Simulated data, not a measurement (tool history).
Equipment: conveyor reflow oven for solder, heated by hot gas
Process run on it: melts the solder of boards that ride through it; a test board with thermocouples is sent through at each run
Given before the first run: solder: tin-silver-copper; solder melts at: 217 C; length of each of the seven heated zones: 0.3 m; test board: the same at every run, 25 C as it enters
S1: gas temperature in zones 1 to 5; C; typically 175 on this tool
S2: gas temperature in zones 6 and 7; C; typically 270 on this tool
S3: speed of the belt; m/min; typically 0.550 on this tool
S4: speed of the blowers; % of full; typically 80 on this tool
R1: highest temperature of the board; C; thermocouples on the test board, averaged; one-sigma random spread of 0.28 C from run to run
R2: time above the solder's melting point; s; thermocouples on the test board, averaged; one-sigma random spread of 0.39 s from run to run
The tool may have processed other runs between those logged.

run,hour,S1,S2,S3,S4,R1,R2
1,0.0,175,270,0.550,80,256.4,53.6
# hour 25.2: flux residue cleaned out of gas plates and filters
2,47.6,175,270,0.550,80,256.3,52.8
3,102.8,175,270,0.550,80,255.6,52.6
4,152.1,175,270,0.550,80,256.4,52.5
5,188.4,175,270,0.550,80,256.4,52.5
6,227.8,175,270,0.550,80,256.3,52.4
# hour 240.1: flux residue cleaned out of gas plates and filters, once more
7,279.9,175,270,0.550,80,257.7,53.7
8,319.9,175,270,0.550,51,249.2,47.1
9,356.3,175,283,0.550,51,259.6,54.0
# hour 376.6: thermocouples of zones 6 and 7 changed
10,405.6,175,283,0.550,51,258.1,53.1
11,438.8,175,270,0.550,80,256.0,53.9
# hour 465.9: belt drive overhauled, speed set with a stopwatch
12,469.4,175,270,0.550,80,255.1,51.5
13,521.3,175,270,0.550,80,254.6,50.5
14,569.5,175,270,0.550,80,254.5,51.3
# hour 597.5: flux residue cleaned out of gas plates and filters
15,601.5,175,270,0.550,80,255.5,51.2
16,645.7,175,270,0.550,80,255.2,51.7
17,693.3,175,272,0.550,51,248.5,44.6
18,748.4,175,270,0.631,60,245.0,36.1
19,808.8,163,270,0.550,55,245.3,39.6
20,847.3,163,270,0.550,55,245.3,38.9
21,876.9,169,284,0.550,80,266.8,54.8
22,923.8,168,279,0.533,60,257.0,51.3

For run 23, what comes out?
# hour 948.4: flux residue cleaned out of gas plates and filters
23,972.0,175,284,0.447,80,?,?

Run 23 produced R1 275.1 C, R2 74.4 s.
The same run, on a tool lacking any hidden state, would have yielded R1 273.4 C, R2 73.2 s.

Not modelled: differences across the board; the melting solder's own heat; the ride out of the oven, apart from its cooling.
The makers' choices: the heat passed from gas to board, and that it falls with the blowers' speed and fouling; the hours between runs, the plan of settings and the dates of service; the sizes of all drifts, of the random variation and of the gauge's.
